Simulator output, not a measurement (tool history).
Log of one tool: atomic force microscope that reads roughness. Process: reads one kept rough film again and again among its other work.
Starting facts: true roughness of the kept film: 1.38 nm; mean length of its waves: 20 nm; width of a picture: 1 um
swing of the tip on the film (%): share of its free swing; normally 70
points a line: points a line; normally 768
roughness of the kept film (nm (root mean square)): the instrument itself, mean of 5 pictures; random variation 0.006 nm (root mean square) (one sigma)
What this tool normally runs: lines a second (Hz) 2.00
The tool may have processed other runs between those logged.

run    hour  lines a second (Hz)  swing of the tip on the film (%)  points a line  roughness of the kept film (nm (root mean square))
  1     0.0                 2.00                                70            768                                               1.120
  2    53.6                 2.00                                70            768                                               1.028
  3    78.6                 0.62                                70            768                                               1.070
  4   128.8                 2.00                                76            768                                               0.886
      161.1  -- new tip fitted
  5   181.5                 2.00                                70            768                                               1.076
  6   210.8                 2.00                                70            317                                               1.002
  7   252.6                 2.00                                70            317                                               0.944
  8   306.4                 2.00                                70            317                                               0.878
      321.0  -- new tip fitted
  9   350.2                 2.00                                70            317                                               1.044
 10   400.4                 2.00                                70            317                                               0.965
 11   443.1                 0.53                                70            768                                               0.992
      482.2  -- new tip fitted
 12   485.7                 0.53                                70            768                                               1.187
 13   517.0                 2.00                                72            768                                               1.031
 14   561.1                 3.38                                70            768                                               0.914
 15   589.5                 3.38                                70            768                                               0.865
 16   614.1                 3.38                                70            768                                               0.840
 17   637.6                 2.00                                70            372                                               0.857
      643.4  -- new tip fitted
 18   668.2                 2.00                                70            768                                               1.062
 19   708.4                 2.00                                79            768                                               0.934
 20   748.5                 2.00                                79            339                                               0.877
 21   789.9                 2.00                                79            339                                               0.830
      802.9  -- new tip fitted
 22   820.9                 2.00                                79            339                                               0.987
 23   869.3                 2.00                                70            768                                               1.012
 24   910.0                 2.00                                70            768                                               0.929
 25   951.4                 0.77                                61            704                                               0.960
      962.3  -- new tip fitted
 26   991.1                 0.61                                75            768                                               1.121
 27  1038.6                 0.61                                75            768                                               1.049
 28  1078.7                 2.70                                75            768                                               0.860
 29  1105.7                 2.70                                75            768                                               0.838
     1124.3  -- new tip fitted
 30  1140.8                 2.70                                75            768                                               0.983
 31  1197.8                 0.95                                70            643                                               1.034
 32  1221.2                 0.95                                70            643                                               1.006
 33  1272.7                 0.95                                70            643                                               0.931
     1286.0  -- new tip fitted
 34  1313.4                 3.85                                70            391                                               0.949
 35  1361.6                 2.00                                57            435                                               1.036

Run 36, settings as shown, results not yet in. Your forecast:
 36  1389.3                 1.11                                65            435                                                   ?

Logged for run 36: roughness of the kept film (nm (root mean square)) 0.998.
Were there no unlogged condition in the tool, this run, its random variation unchanged, would have produced roughness of the kept film (nm (root mean square)) 1.183.

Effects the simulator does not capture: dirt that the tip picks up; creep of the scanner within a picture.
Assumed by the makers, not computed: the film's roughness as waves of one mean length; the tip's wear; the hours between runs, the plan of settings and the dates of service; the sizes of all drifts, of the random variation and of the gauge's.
